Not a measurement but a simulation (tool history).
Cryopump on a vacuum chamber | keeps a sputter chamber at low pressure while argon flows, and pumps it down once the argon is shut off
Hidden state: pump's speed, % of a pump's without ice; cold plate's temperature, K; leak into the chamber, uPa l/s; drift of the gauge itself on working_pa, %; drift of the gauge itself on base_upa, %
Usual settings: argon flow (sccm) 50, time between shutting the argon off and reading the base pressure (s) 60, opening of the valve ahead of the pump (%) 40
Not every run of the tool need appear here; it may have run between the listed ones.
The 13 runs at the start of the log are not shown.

| run | hour | argon flow (sccm) | time between shutting the argon off and reading the base pressure (s) | opening of the valve ahead of the pump (%) | hours of work since the pump was warmed up and emptied | hours of work since the cold head was overhauled | hours of work since the chamber's fittings were tightened | pressure while argon flows (Pa) | pressure after the wait (uPa) |
|---|---|---|---|---|---|---|---|---|---|
| 14 | 199.4 | 52 | 20 | 26 | 249 | 249 | 131 | 0.2778 | 5.33 |
| 15 | 217 | 52 | 20 | 26 | 263 | 263 | 145 | 0.2797 | 5.33 |
| 16 | 233.4 | 26 | 60 | 40 | 276 | 276 | 158 | 0.0953 | 2.09 |
| 17 | 244.2 | 26 | 60 | 40 | 284 | 284 | 166 | 0.095 | 2.07 |
| 18 | 257.8 | 56 | 111 | 52 | 295 | 295 | 177 | 0.1656 | 1.27 |
| 19 | 272.7 | 54 | 120 | 28 | 306 | 306 | 188 | 0.2748 | 1.22 |
| 20 | 291.2 | 54 | 120 | 28 | 320 | 320 | 203 | 0.2771 | 1.33 |
| 21 | 300.1 | 58 | 28 | 42 | 327 | 327 | 210 | 0.2096 | 3.97 |
| 22 | 310.1 | 21 | 20 | 20 | 335 | 335 | 217 | 0.1474 | 5.5 |
| 23 | 322 | 29 | 40 | 39 | 344 | 344 | 227 | 0.1107 | 2.93 |
| 24 | 331.1 | 29 | 40 | 39 | 351 | 351 | 234 | 0.1119 | 2.97 |
| 25 | 346.7 | 29 | 40 | 39 | 363 | 363 | 246 | 0.1141 | 2.95 |
| 26 | 359.1 | 27 | 60 | 40 | 373 | 373 | 255 | 0.1043 | 2.16 |
|  | 377.2 | pump warmed up, emptied and cooled again |
| 27 | 377.3 | 50 | 216 | 27 | 0 | 383 | 266 | 0.2418 | 0.77 |

What will run 28 give?
| 28 | 392.2 | 50 | 60 | 22 | 12 | 395 | 277 | ? | ? |

{"run 28": {"pressure while argon flows (Pa)": 0.2956, "pressure after the wait (uPa)": 1.99}}
With no hidden state in the tool, this same run would have given pressure while argon flows (Pa) 0.2946, pressure after the wait (uPa) 1.89.
